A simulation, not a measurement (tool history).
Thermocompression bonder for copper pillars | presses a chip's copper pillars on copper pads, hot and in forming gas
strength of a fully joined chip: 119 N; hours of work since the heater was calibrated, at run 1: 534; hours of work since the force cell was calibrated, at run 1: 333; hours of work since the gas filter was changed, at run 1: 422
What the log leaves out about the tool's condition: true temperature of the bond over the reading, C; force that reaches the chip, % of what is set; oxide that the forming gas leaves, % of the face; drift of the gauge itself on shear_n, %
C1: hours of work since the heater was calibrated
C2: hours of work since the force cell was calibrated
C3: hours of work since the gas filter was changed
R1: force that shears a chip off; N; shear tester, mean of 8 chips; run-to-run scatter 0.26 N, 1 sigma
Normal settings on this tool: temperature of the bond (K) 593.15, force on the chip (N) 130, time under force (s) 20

{"run": 1, "hour": 0.0, "temperature of the bond (K)": 593.15, "force on the chip (N)": 130, "time under force (s)": 20, "C1": 534, "C2": 333, "C3": 422, "R1": 72.4}
{"run": 2, "hour": 14.0, "temperature of the bond (K)": 593.15, "force on the chip (N)": 130, "time under force (s)": 20, "C1": 545, "C2": 344, "C3": 433, "R1": 73.1}
{"run": 3, "hour": 25.4, "temperature of the bond (K)": 593.15, "force on the chip (N)": 130, "time under force (s)": 20, "C1": 554, "C2": 353, "C3": 442, "R1": 72.8}
{"run": 4, "hour": 36.0, "temperature of the bond (K)": 593.15, "force on the chip (N)": 130, "time under force (s)": 20, "C1": 562, "C2": 361, "C3": 450, "R1": 72.6}
{"run": 5, "hour": 53.4, "temperature of the bond (K)": 593.15, "force on the chip (N)": 130, "time under force (s)": 58, "C1": 575, "C2": 374, "C3": 464, "R1": 93.0}
{"run": 6, "hour": 73.2, "temperature of the bond (K)": 594.15, "force on the chip (N)": 130, "time under force (s)": 20, "C1": 591, "C2": 390, "C3": 479, "R1": 72.4}
{"run": 7, "hour": 84.4, "temperature of the bond (K)": 594.15, "force on the chip (N)": 130, "time under force (s)": 20, "C1": 599, "C2": 398, "C3": 488, "R1": 73.2}
{"hour": 86.4, "done": "forming gas filter changed"}
{"run": 8, "hour": 105.3, "temperature of the bond (K)": 593.15, "force on the chip (N)": 107, "time under force (s)": 20, "C1": 615, "C2": 414, "C3": 15, "R1": 68.3}
{"run": 9, "hour": 119.6, "temperature of the bond (K)": 572.15, "force on the chip (N)": 107, "time under force (s)": 20, "C1": 626, "C2": 425, "C3": 26, "R1": 56.7}
{"run": 10, "hour": 133.8, "temperature of the bond (K)": 572.15, "force on the chip (N)": 107, "time under force (s)": 20, "C1": 637, "C2": 436, "C3": 37, "R1": 56.7}
{"run": 11, "hour": 152.4, "temperature of the bond (K)": 575.15, "force on the chip (N)": 107, "time under force (s)": 51, "C1": 652, "C2": 451, "C3": 51, "R1": 78.0}
{"run": 12, "hour": 165.6, "temperature of the bond (K)": 575.15, "force on the chip (N)": 107, "time under force (s)": 51, "C1": 662, "C2": 461, "C3": 61, "R1": 77.9}
{"run": 13, "hour": 179.1, "temperature of the bond (K)": 607.15, "force on the chip (N)": 82, "time under force (s)": 20, "C1": 672, "C2": 471, "C3": 72, "R1": 64.3}
{"run": 14, "hour": 188.4, "temperature of the bond (K)": 605.15, "force on the chip (N)": 163, "time under force (s)": 10, "C1": 680, "C2": 479, "C3": 79, "R1": 78.1}
{"run": 15, "hour": 208.7, "temperature of the bond (K)": 605.15, "force on the chip (N)": 163, "time under force (s)": 10, "C1": 695, "C2": 494, "C3": 95, "R1": 78.3}
{"run": 16, "hour": 228.3, "temperature of the bond (K)": 595.15, "force on the chip (N)": 194, "time under force (s)": 24, "C1": 710, "C2": 509, "C3": 110, "R1": 97.8}
{"run": 17, "hour": 242.4, "temperature of the bond (K)": 563.15, "force on the chip (N)": 130, "time under force (s)": 23, "C1": 721, "C2": 520, "C3": 121, "R1": 62.3}

5 options for the next run, each taken on its own from the tool as it stands now. Forecast them:
{"run": "A", "hour": 255.7, "temperature of the bond (K)": 563.15, "force on the chip (N)": 83, "time under force (s)": 23, "C1": 732, "C2": 531, "C3": 131, "R1": "?"}
{"run": "B", "hour": 255.7, "temperature of the bond (K)": 585.15, "force on the chip (N)": 158, "time under force (s)": 48, "C1": 732, "C2": 531, "C3": 131, "R1": "?"}
{"run": "C", "hour": 255.7, "temperature of the bond (K)": 563.15, "force on the chip (N)": 95, "time under force (s)": 13, "C1": 732, "C2": 531, "C3": 131, "R1": "?"}
{"run": "D", "hour": 255.7, "temperature of the bond (K)": 595.15, "force on the chip (N)": 87, "time under force (s)": 20, "C1": 732, "C2": 531, "C3": 131, "R1": "?"}
{"run": "E", "hour": 255.7, "temperature of the bond (K)": 598.15, "force on the chip (N)": 130, "time under force (s)": 44, "C1": 732, "C2": 531, "C3": 131, "R1": "?"}

run=A R1=44.8
run=B R1=97.1
run=C R1=40.1
run=D R1=59.7
run=E R1=94.6
The same runs, with their run-to-run variation unchanged, on a tool lacking any hidden condition would have given:
run=A R1=42.1
run=B R1=95.2
run=C R1=37.5
run=D R1=56.8
run=E R1=92.6

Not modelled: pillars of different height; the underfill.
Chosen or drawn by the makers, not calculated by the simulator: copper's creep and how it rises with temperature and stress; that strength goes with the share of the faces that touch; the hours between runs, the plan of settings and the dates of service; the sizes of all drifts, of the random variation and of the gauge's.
